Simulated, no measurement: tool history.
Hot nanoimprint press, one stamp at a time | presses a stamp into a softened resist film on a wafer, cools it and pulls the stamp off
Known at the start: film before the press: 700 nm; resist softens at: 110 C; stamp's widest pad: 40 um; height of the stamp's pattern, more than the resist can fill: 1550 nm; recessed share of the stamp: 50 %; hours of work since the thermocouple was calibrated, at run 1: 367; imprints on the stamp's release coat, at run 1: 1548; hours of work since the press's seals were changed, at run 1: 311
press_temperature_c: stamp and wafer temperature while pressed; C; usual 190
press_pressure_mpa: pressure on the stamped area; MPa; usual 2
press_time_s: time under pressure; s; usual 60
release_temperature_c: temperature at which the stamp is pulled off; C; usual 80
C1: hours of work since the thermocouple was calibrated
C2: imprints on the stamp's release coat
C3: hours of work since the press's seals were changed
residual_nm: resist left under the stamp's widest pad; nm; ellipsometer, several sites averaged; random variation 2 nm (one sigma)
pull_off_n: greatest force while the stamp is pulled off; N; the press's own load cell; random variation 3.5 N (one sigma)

run 1 day=0 | press_temperature_c=190 press_pressure_mpa=2 press_time_s=60 release_temperature_c=80 | C1=367 C2=1548 C3=311 | residual_nm=388.3 pull_off_n=195
run 2 day=0.538 | press_temperature_c=190 press_pressure_mpa=2 press_time_s=60 release_temperature_c=80 | C1=376 C2=1608 C3=320 | residual_nm=392.2 pull_off_n=193
run 3 day=0.812 | press_temperature_c=190 press_pressure_mpa=2 press_time_s=60 release_temperature_c=80 | C1=380 C2=1638 C3=324 | residual_nm=387 pull_off_n=202
run 4 day=1.25 | press_temperature_c=190 press_pressure_mpa=2 press_time_s=60 release_temperature_c=80 | C1=388 C2=1687 C3=331 | residual_nm=384 pull_off_n=202
run 5 day=1.733 | press_temperature_c=190 press_pressure_mpa=2 press_time_s=60 release_temperature_c=80 | C1=395 C2=1741 C3=339 | residual_nm=387.6 pull_off_n=204
run 6 day=2.096 | press_temperature_c=198 press_pressure_mpa=2 press_time_s=60 release_temperature_c=80 | C1=401 C2=1781 C3=345 | residual_nm=317 pull_off_n=199
run 7 day=2.721 | press_temperature_c=198 press_pressure_mpa=2 press_time_s=60 release_temperature_c=80 | C1=411 C2=1851 C3=355 | residual_nm=316.4 pull_off_n=204
run 8 day=3.325 | press_temperature_c=190 press_pressure_mpa=2 press_time_s=60 release_temperature_c=80 | C1=421 C2=1919 C3=365 | residual_nm=386.6 pull_off_n=206
-- day=3.812 plate thermocouple calibrated
run 9 day=4.067 | press_temperature_c=190 press_pressure_mpa=2 press_time_s=60 release_temperature_c=80 | C1=4 C2=1988 C3=375 | residual_nm=378.5 pull_off_n=210
run 10 day=4.646 | press_temperature_c=190 press_pressure_mpa=2 press_time_s=60 release_temperature_c=80 | C1=13 C2=2052 C3=385 | residual_nm=380.5 pull_off_n=202
run 11 day=5.196 | press_temperature_c=190 press_pressure_mpa=2 press_time_s=60 release_temperature_c=80 | C1=22 C2=2113 C3=394 | residual_nm=381.3 pull_off_n=209
run 12 day=5.492 | press_temperature_c=190 press_pressure_mpa=2 press_time_s=66 release_temperature_c=80 | C1=27 C2=2146 C3=398 | residual_nm=369.2 pull_off_n=211
run 13 day=6.133 | press_temperature_c=190 press_pressure_mpa=2 press_time_s=60 release_temperature_c=80 | C1=38 C2=2218 C3=409 | residual_nm=383.4 pull_off_n=213
-- day=7.008 stamp cleaned and given a new release coat
run 14 day=7.021 | press_temperature_c=190 press_pressure_mpa=2 press_time_s=60 release_temperature_c=80 | C1=48 C2=1 C3=419 | residual_nm=380.7 pull_off_n=164
run 15 day=7.375 | press_temperature_c=190 press_pressure_mpa=2 press_time_s=51 release_temperature_c=80 | C1=54 C2=40 C3=425 | residual_nm=399.6 pull_off_n=159
-- day=7.821 plate thermocouple calibrated, once more
run 16 day=8.138 | press_temperature_c=190 press_pressure_mpa=2 press_time_s=51 release_temperature_c=80 | C1=5 C2=112 C3=435 | residual_nm=422.3 pull_off_n=174
run 17 day=8.671 | press_temperature_c=190 press_pressure_mpa=2 press_time_s=51 release_temperature_c=80 | C1=14 C2=171 C3=444 | residual_nm=422.3 pull_off_n=175
run 18 day=9.204 | press_temperature_c=190 press_pressure_mpa=2 press_time_s=48 release_temperature_c=80 | C1=23 C2=230 C3=453 | residual_nm=429 pull_off_n=180
run 19 day=9.525 | press_temperature_c=179 press_pressure_mpa=1.52 press_time_s=77 release_temperature_c=82 | C1=28 C2=266 C3=458 | residual_nm=542.4 pull_off_n=169
run 20 day=10.142 | press_temperature_c=190 press_pressure_mpa=2 press_time_s=60 release_temperature_c=88 | C1=38 C2=335 C3=468 | residual_nm=406.7 pull_off_n=146
run 21 day=10.454 | press_temperature_c=190 press_pressure_mpa=2 press_time_s=60 release_temperature_c=88 | C1=43 C2=369 C3=473 | residual_nm=407.1 pull_off_n=154
run 22 day=11.062 | press_temperature_c=190 press_pressure_mpa=1.76 press_time_s=85 release_temperature_c=80 | C1=53 C2=438 C3=483 | residual_nm=382.5 pull_off_n=182
run 23 day=11.417 | press_temperature_c=198 press_pressure_mpa=2 press_time_s=60 release_temperature_c=80 | C1=58 C2=477 C3=488 | residual_nm=327.2 pull_off_n=183
run 24 day=11.988 | press_temperature_c=198 press_pressure_mpa=1.37 press_time_s=60 release_temperature_c=66 | C1=68 C2=541 C3=498 | residual_nm=399 pull_off_n=225
run 25 day=12.438 | press_temperature_c=198 press_pressure_mpa=1.37 press_time_s=60 release_temperature_c=66 | C1=75 C2=591 C3=505 | residual_nm=399.7 pull_off_n=223
run 26 day=12.779 | press_temperature_c=198 press_pressure_mpa=1.37 press_time_s=60 release_temperature_c=66 | C1=81 C2=629 C3=511 | residual_nm=397.5 pull_off_n=234
run 27 day=13.062 | press_temperature_c=190 press_pressure_mpa=1.4 press_time_s=98 release_temperature_c=80 | C1=85 C2=660 C3=515 | residual_nm=416.8 pull_off_n=187
run 28 day=13.442 | press_temperature_c=190 press_pressure_mpa=1.4 press_time_s=98 release_temperature_c=80 | C1=91 C2=703 C3=521 | residual_nm=416.5 pull_off_n=187
run 29 day=13.796 | press_temperature_c=190 press_pressure_mpa=1.4 press_time_s=98 release_temperature_c=80 | C1=97 C2=742 C3=527 | residual_nm=413.3 pull_off_n=184
run 30 day=14.425 | press_temperature_c=190 press_pressure_mpa=1.4 press_time_s=98 release_temperature_c=80 | C1=107 C2=812 C3=537 | residual_nm=412.6 pull_off_n=186

Measured less the same run without the tool's hidden state. The same run-to-run variation is in both; the gauge's scatter may not be:
The hidden state here: true temperature over the reading, C; pressure that arrives at the usual setting, %; grip of the stamp's worn release coat, % over a new coat's; drift of the gauge itself on residual_nm, %; drift of the gauge itself on pull_off_n, %.
run=1 residual_nm=-9 pull_off_n=+28
run=2 residual_nm=-9.3 pull_off_n=+28
run=3 residual_nm=-9.3 pull_off_n=+30
run=4 residual_nm=-9.4 pull_off_n=+31
run=5 residual_nm=-9.7 pull_off_n=+33
run=6 residual_nm=-7.3 pull_off_n=+31
run=7 residual_nm=-7.5 pull_off_n=+34
run=8 residual_nm=-10.2 pull_off_n=+36
run=9 residual_nm=-15.8 pull_off_n=+36
run=10 residual_nm=-16.2 pull_off_n=+35
run=11 residual_nm=-16.3 pull_off_n=+37
run=12 residual_nm=-16.2 pull_off_n=+38
run=13 residual_nm=-16.8 pull_off_n=+39
run=14 residual_nm=-17 pull_off_n=-9
run=15 residual_nm=-17.3 pull_off_n=-7
run=16 residual_nm=+7.4 pull_off_n=+2
run=17 residual_nm=+7.2 pull_off_n=+3
run=18 residual_nm=+7 pull_off_n=+5
run=19 residual_nm=+3.8 pull_off_n=+5
run=20 residual_nm=+6.5 pull_off_n=+5
run=21 residual_nm=+6.4 pull_off_n=+6
run=22 residual_nm=+5 pull_off_n=+9
run=23 residual_nm=+5.7 pull_off_n=+9
run=24 residual_nm=+3.1 pull_off_n=+13
run=25 residual_nm=+3 pull_off_n=+15
run=26 residual_nm=+2.7 pull_off_n=+16
run=27 residual_nm=+2.4 pull_off_n=+13
run=28 residual_nm=+2.2 pull_off_n=+14
run=29 residual_nm=+2 pull_off_n=+14
run=30 residual_nm=+1.7 pull_off_n=+16
